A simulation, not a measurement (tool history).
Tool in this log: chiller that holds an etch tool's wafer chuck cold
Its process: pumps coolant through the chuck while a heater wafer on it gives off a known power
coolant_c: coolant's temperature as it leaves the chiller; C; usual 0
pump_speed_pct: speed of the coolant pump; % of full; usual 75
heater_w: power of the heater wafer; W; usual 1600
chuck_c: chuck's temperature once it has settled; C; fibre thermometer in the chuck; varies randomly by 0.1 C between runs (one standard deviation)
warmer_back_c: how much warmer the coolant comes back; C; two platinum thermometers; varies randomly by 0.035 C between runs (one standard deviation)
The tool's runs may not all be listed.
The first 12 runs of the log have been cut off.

run,hour,coolant_c,pump_speed_pct,heater_w,chuck_c,warmer_back_c
13,499.4,0,84,1600,20.5,5.1
14,549.3,0,75,1600,22.2,5.79
15,583.6,0,75,1600,22,5.79
16,610.4,0,75,1600,22.3,5.73
17,661.4,-1,65,1600,23.6,6.65
18,703.8,-1,65,1600,23.9,6.66
19,756.1,-1,65,1600,23.9,6.71
20,803.8,0,63,901,14.5,3.86
21,848.3,0,69,1600,24,6.31
22,882.9,0,69,1600,23.7,6.31
23,927.7,0,69,1600,23.9,6.31
24,979.8,0,69,1600,23.9,6.39
25,1033.8,0,69,1600,23.9,6.34
26,1072.1,-5,95,1051,7.4,3
27,1100.9,-5,95,1051,7.6,3.02

What does the tool deliver on the next run?
28,1127,-5,95,1051,?,?

Run 28 gave chuck_c 7.4 C, warmer_back_c 3.02 C.
Minus the tool's unlogged condition, the same run would have read chuck_c 6.5 C, warmer_back_c 2.96 C.
